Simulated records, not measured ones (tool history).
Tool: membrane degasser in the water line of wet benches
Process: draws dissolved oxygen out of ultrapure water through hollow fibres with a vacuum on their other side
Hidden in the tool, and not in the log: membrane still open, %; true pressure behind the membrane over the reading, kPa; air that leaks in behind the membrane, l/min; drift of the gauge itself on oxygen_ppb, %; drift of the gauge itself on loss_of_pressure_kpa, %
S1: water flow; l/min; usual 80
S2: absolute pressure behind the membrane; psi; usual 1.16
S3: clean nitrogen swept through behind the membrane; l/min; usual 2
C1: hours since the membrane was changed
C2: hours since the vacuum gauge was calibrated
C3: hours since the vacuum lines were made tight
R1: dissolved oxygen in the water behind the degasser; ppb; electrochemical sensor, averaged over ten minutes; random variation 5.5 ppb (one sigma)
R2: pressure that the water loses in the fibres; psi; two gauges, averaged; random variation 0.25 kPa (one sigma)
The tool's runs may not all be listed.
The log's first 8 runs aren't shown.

run,hour,S1,S2,S3,C1,C2,C3,R1,R2
9,1251.8,80,1.16,2,9878,568,3055,626.7,10.215
10,1357.8,80,1.16,2,9984,674,3161,618.5,10.237
11,1504.9,80,1.16,2,10131,821,3308,619.5,10.195
12,1598.6,80,2.657,2,10225,915,3402,1286.2,10.282
13,1798.5,80,2.657,2,10425,1115,3601,1290,10.241
# hour 1915.3: seals of the vacuum lines changed
14,2005.1,80,1.16,2,10630,1319,90,621.8,10.303
15,2095.3,80,1.16,2,10720,1410,180,630.4,10.279
16,2299,80,1.16,5.23,10924,1613,384,425.7,10.314
17,2404.6,80,1.16,5.23,11029,1719,489,433.3,10.317
18,2567.5,59,2.792,5.23,11192,1882,652,519.6,7.619
19,2729.7,66,1.16,1.62,11354,2044,814,544.6,8.514
20,2879.4,124,2.769,1.67,11504,2194,964,2182.9,16.099
21,3081.2,85,1.791,1.67,11706,2396,1166,1091.3,11.021
22,3179.3,85,0.759,3.26,11804,2494,1264,432.7,11.039
23,3309.3,104,1.703,3.26,11934,2624,1394,992.3,13.618
24,3410.1,104,1.703,3.26,12035,2724,1495,969.2,13.562
# hour 3477: membrane cartridge changed
25,3516.9,114,1.504,3.2,40,2827,1598,910.1,13.393
26,3614.8,114,1.504,3.2,138,2925,1695,896.4,13.375
27,3819.2,72,1.504,3.2,342,3129,1900,500,8.451
28,3959.4,72,1.504,3.2,482,3270,2040,492.1,8.486
29,4061.6,95,2.01,4.03,585,3372,2142,781.2,11.153
30,4255.9,106,1.16,2,779,3566,2337,838.6,12.478
31,4430.7,80,0.712,2,954,3741,2511,355.5,9.409
32,4580.6,80,0.712,2,1104,3891,2661,351.5,9.454

3 ways to go on from here, each from the tool as it stands after run 32. What would each give?
A,4680.1,94,1.16,2,1203,3990,2761,?,?
B,4680.1,55,1.16,2,1203,3990,2761,?,?
C,4680.1,64,1.71,2.6,1203,3990,2761,?,?

run,R1,R2
A,713.4,11.211
B,358.3,6.508
C,564.9,7.484
Without the tool's hidden state the same runs would have given:
run,R1,R2
A,673.1,11.091
B,332.7,6.438
C,539.8,7.403
